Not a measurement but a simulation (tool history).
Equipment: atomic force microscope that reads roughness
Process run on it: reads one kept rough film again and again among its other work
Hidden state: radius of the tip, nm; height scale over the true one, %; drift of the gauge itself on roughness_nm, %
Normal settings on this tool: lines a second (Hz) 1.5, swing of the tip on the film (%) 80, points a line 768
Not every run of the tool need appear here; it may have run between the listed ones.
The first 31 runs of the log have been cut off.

run	day	lines a second (Hz)	swing of the tip on the film (%)	points a line	pictures with this tip	hours of work since the height scale was calibrated	roughness of the kept film (nm (root mean square))
32	33.117	0.62	55	396	339	1180	3.22
# day 33.229: new tip fitted
# day 33.779: height scale calibrated on a step standard
33	33.892	0.62	55	396	20	2	3.263
34	35	0.62	55	396	56	17	3.259
35	36.029	0.62	55	396	89	31	3.254
36	37.467	0.9	64	413	135	50	3.193
37	38.296	0.59	74	504	162	62	3.233
38	38.95	0.59	74	504	183	70	3.225
39	39.958	0.59	74	504	215	84	3.227
40	41.329	1.5	80	276	259	103	2.946
41	42.317	1.54	76	822	291	116	3.069
42	43.475	2.08	78	306	328	132	2.894
# day 43.871: new tip fitted
43	44.267	2.08	78	306	13	143	2.922
44	45.454	2.08	78	306	51	159	2.891
45	46.071	2.08	68	306	71	167	3.046
46	46.733	3.05	86	357	92	176	2.614

Consider 3 possible next runs. They are alternatives, not a sequence: every one starts from the tool as it was left by run 46. What does each give?
A	47.888	3.05	82	357	129	192	?
B	47.888	0.87	56	364	129	192	?
C	47.888	1.5	77	768	129	192	?

run	roughness of the kept film (nm (root mean square))
A	2.695
B	3.213
C	3.086
Take away the tool's hidden state, keep each run's random variation, and the runs would have read:
run	roughness of the kept film (nm (root mean square))
A	2.701
B	3.221
C	3.094
